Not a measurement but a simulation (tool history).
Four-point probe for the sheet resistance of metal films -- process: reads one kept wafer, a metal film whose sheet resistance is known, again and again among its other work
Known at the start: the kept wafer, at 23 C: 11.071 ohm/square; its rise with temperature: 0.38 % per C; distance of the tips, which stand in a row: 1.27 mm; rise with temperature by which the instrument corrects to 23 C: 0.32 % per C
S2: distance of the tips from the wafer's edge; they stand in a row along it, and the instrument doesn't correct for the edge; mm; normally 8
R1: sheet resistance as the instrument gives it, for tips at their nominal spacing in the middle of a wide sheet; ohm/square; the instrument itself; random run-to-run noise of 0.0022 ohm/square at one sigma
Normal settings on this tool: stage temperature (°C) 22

Run 1, day 0.000: usual settings. Result: R1 11.166368 ohm/square.
Run 2, day 3.246: usual settings. Result: R1 11.163564 ohm/square.
Run 3, day 6.333: usual settings. Result: R1 11.160327 ohm/square.
Run 4, day 11.354: usual settings. Result: R1 11.153804 ohm/square.
Run 5, day 15.329: usual settings. Result: R1 11.152091 ohm/square.
Run 6, day 20.733: usual settings but stage temperature (°C) 27, S2 20 mm. Result: R1 11.060910 ohm/square.
Run 7, day 23.658: usual settings but stage temperature (°C) 24, S2 18 mm. Result: R1 11.067035 ohm/square.
Run 8, day 26.246: usual settings but stage temperature (°C) 24, S2 18 mm. Result: R1 11.061209 ohm/square.
Run 9, day 31.675: usual settings but stage temperature (°C) 24, S2 18 mm. Result: R1 11.060141 ohm/square.
Run 10, day 34.162: usual settings but S2 5 mm. Result: R1 11.382677 ohm/square.

Withheld: 2 entries from between the runs. Position of each, and hidden state at the listed run before versus the listed run after:
Run 3 -> run 4: stage's thermometer calibrated (day 9.017)
  inner tips' distance over the nominal, %: -0.326 -> -0.343; tips' flats over new ones', %: 28 -> 30; wafer's true temperature over the reading, C: -0.26 -> -0.42
  measured minus no-state result, R1: -0.050672 -> -0.059435 ohm/square
Run 6 -> run 7: stage's thermometer calibrated, once more (day 21.279)
  inner tips' distance over the nominal, %: -0.373 -> -0.384; wafer's true temperature over the reading, C: -0.45 -> 0.07
  measured minus no-state result, R1: -0.063681 -> -0.043060 ohm/square

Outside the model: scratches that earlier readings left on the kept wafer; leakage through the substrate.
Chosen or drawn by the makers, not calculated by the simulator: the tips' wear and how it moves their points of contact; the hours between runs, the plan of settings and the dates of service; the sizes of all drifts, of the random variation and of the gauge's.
